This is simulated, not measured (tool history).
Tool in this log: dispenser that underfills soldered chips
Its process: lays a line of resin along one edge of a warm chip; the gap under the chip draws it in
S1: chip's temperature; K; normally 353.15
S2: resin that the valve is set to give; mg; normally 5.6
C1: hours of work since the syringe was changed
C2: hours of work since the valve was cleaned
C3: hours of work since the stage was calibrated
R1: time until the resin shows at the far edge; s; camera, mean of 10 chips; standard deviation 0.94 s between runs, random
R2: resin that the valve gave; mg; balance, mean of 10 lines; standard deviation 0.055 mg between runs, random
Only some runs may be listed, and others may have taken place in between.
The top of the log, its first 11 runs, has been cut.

run	hour	S1	S2	C1	C2	C3	R1	R2
12	57.4	364.15	5.6	5	120	50	103	5.24
# hour 58.8: new syringe of resin
13	63.1	364.15	5.6	3	124	53	85.4	5.3
14	66.6	364.15	5.6	5	126	55	101.5	5.14
# hour 69.1: new syringe of resin
15	73.9	355.15	5.6	3	130	60	114.9	5.28
16	77.1	355.15	5.6	5	132	62	131.8	5.19
# hour 79.2: new syringe of resin
17	82.1	355.15	5.6	2	135	65	102.3	5.2
# hour 85.3: dispensing valve cleaned and set on the balance
# hour 90.1: new syringe of resin
18	90.6	355.15	5.6	0	3	69	87.8	5.63
19	98.3	343.15	6.22	5	8	74	186.8	6.18
# hour 99.9: new syringe of resin
20	104.4	367.15	4.83	3	12	78	80.9	4.85
21	108.3	367.15	4.83	5	14	80	96.3	4.85
# hour 109.7: new syringe of resin
22	115	356.15	6.2	3	18	84	106.1	6.13
# hour 119.7: new syringe of resin
23	122.4	356.15	6.2	2	23	89	96	6.18
24	128.1	340.15	7.17	5	26	92	213.7	7.12
# hour 129.7: new syringe of resin
25	132.7	367.15	5.52	2	29	95	70.9	5.43
# hour 139.6: new syringe of resin
26	139.6	365.15	5.6	0	33	99	64.8	5.52
27	146.2	354.15	5.49	4	37	103	126.4	5.46
# hour 149.5: new syringe of resin
28	152.7	354.15	5.01	2	41	107	110.4	4.97
# hour 159.7: new syringe of resin
29	159.8	341.15	7	0	45	111	130.3	6.8
30	163.7	353.15	6.29	3	48	114	108.9	6.13
# hour 169.6: new syringe of resin
31	169.6	342.15	5.49	0	51	117	132.1	5.34
32	176.4	355.15	5.02	4	56	122	130.5	4.86

4 ways to go on from here, each from the tool as it stands after run 32. What would each give?
# hour 179.5: new syringe of resin
A	181.4	355.15	5.61	1	59	125	?	?
# hour 179.5: new syringe of resin
B	181.4	343.15	6.05	1	59	125	?	?
# hour 179.5: new syringe of resin
C	181.4	355.15	5.72	1	59	125	?	?
# hour 179.5: new syringe of resin
D	181.4	358.15	5.02	1	59	125	?	?

run	R1	R2
A	97	5.47
B	136.2	5.83
C	95.7	5.63
D	91.2	4.85
With no hidden state in the tool, these same runs would have given:
run	R1	R2
A	84.4	5.63
B	118.3	6
C	83.3	5.79
D	79.1	4.99
